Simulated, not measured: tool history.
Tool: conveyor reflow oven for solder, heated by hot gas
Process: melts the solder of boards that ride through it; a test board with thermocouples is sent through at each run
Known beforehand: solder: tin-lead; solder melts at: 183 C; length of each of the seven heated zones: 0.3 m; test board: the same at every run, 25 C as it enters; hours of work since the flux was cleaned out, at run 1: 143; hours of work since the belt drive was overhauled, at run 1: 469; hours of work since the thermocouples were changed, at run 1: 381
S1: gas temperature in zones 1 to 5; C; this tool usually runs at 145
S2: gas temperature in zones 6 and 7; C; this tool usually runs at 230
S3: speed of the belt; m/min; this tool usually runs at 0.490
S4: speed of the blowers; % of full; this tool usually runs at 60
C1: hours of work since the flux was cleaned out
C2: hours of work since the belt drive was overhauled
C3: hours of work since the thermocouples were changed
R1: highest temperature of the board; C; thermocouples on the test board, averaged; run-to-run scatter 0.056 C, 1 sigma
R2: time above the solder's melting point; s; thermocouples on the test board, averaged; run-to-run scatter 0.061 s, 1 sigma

| run | hour | S1 | S2 | S3 | S4 | C1 | C2 | C3 | R1 | R2 |
|---|---|---|---|---|---|---|---|---|---|---|
| 1 | 0.0 | 145 | 230 | 0.490 | 60 | 143 | 469 | 381 | 216.97 | 58.23 |
| 2 | 27.6 | 145 | 230 | 0.490 | 60 | 161 | 488 | 399 | 217.02 | 58.39 |
| 3 | 48.1 | 145 | 230 | 0.490 | 60 | 175 | 501 | 413 | 216.81 | 58.29 |
| 4 | 72.3 | 145 | 230 | 0.490 | 60 | 191 | 517 | 429 | 216.81 | 58.27 |
| 5 | 86.6 | 145 | 230 | 0.392 | 60 | 200 | 527 | 438 | 222.08 | 78.62 |
| 6 | 112.5 | 145 | 230 | 0.490 | 60 | 217 | 544 | 455 | 216.80 | 58.16 |
| 7 | 135.2 | 145 | 244 | 0.490 | 60 | 232 | 559 | 471 | 229.32 | 65.93 |
| 8 | 151.7 | 145 | 244 | 0.490 | 60 | 243 | 570 | 482 | 229.29 | 65.90 |
| 9 | 172.8 | 145 | 230 | 0.490 | 60 | 257 | 584 | 496 | 216.69 | 58.08 |
| 10 | 202.5 | 145 | 230 | 0.490 | 60 | 277 | 604 | 515 | 216.52 | 58.05 |
|  | 216.9 | flux residue cleaned out of gas plates and filters |
| 11 | 227.9 | 145 | 230 | 0.490 | 60 | 7 | 617 | 529 | 217.83 | 59.28 |
| 12 | 241.1 | 145 | 241 | 0.490 | 60 | 16 | 626 | 538 | 227.71 | 65.34 |
| 13 | 269.5 | 145 | 241 | 0.490 | 60 | 35 | 645 | 556 | 227.66 | 65.36 |
| 14 | 292.8 | 145 | 230 | 0.541 | 60 | 50 | 661 | 572 | 214.99 | 51.15 |
| 15 | 316.4 | 145 | 230 | 0.466 | 60 | 66 | 676 | 587 | 218.99 | 63.44 |
| 16 | 337.4 | 145 | 230 | 0.466 | 60 | 80 | 690 | 601 | 218.90 | 63.47 |
| 17 | 360.6 | 134 | 222 | 0.466 | 60 | 95 | 706 | 617 | 210.06 | 52.15 |
| 18 | 378.0 | 145 | 230 | 0.447 | 60 | 107 | 717 | 628 | 219.90 | 67.09 |
| 19 | 393.8 | 145 | 230 | 0.447 | 60 | 117 | 728 | 639 | 220.00 | 67.03 |
| 20 | 418.8 | 145 | 230 | 0.447 | 60 | 134 | 744 | 655 | 219.85 | 67.02 |
| 21 | 443.1 | 145 | 230 | 0.541 | 90 | 150 | 760 | 672 | 220.18 | 55.62 |
| 22 | 462.6 | 145 | 238 | 0.490 | 55 | 163 | 773 | 685 | 223.43 | 62.83 |
| 23 | 476.5 | 149 | 229 | 0.502 | 50 | 172 | 782 | 694 | 213.99 | 56.01 |
| 24 | 500.0 | 139 | 229 | 0.403 | 83 | 188 | 798 | 709 | 223.69 | 76.37 |
| 25 | 522.8 | 139 | 229 | 0.403 | 83 | 203 | 813 | 725 | 223.65 | 76.39 |
| 26 | 542.3 | 151 | 236 | 0.415 | 83 | 216 | 826 | 737 | 230.57 | 81.91 |
| 27 | 561.9 | 145 | 222 | 0.415 | 83 | 229 | 839 | 750 | 216.84 | 72.09 |
|  | 569.3 | thermocouples of zones 6 and 7 changed |
| 28 | 579.6 | 145 | 239 | 0.467 | 60 | 239 | 850 | 7 | 226.22 | 67.94 |
| 29 | 605.8 | 148 | 234 | 0.413 | 60 | 257 | 867 | 24 | 225.03 | 77.91 |

Expected results for the next run?
| 30 | 628.0 | 148 | 234 | 0.413 | 60 | 272 | 882 | 39 | ? | ? |

{"run 30": {"R1": 224.92, "R2": 77.98}}
With the hidden condition absent and the run-to-run variation left alone, this run would have shown R1 225.43 C, R2 77.34 s.
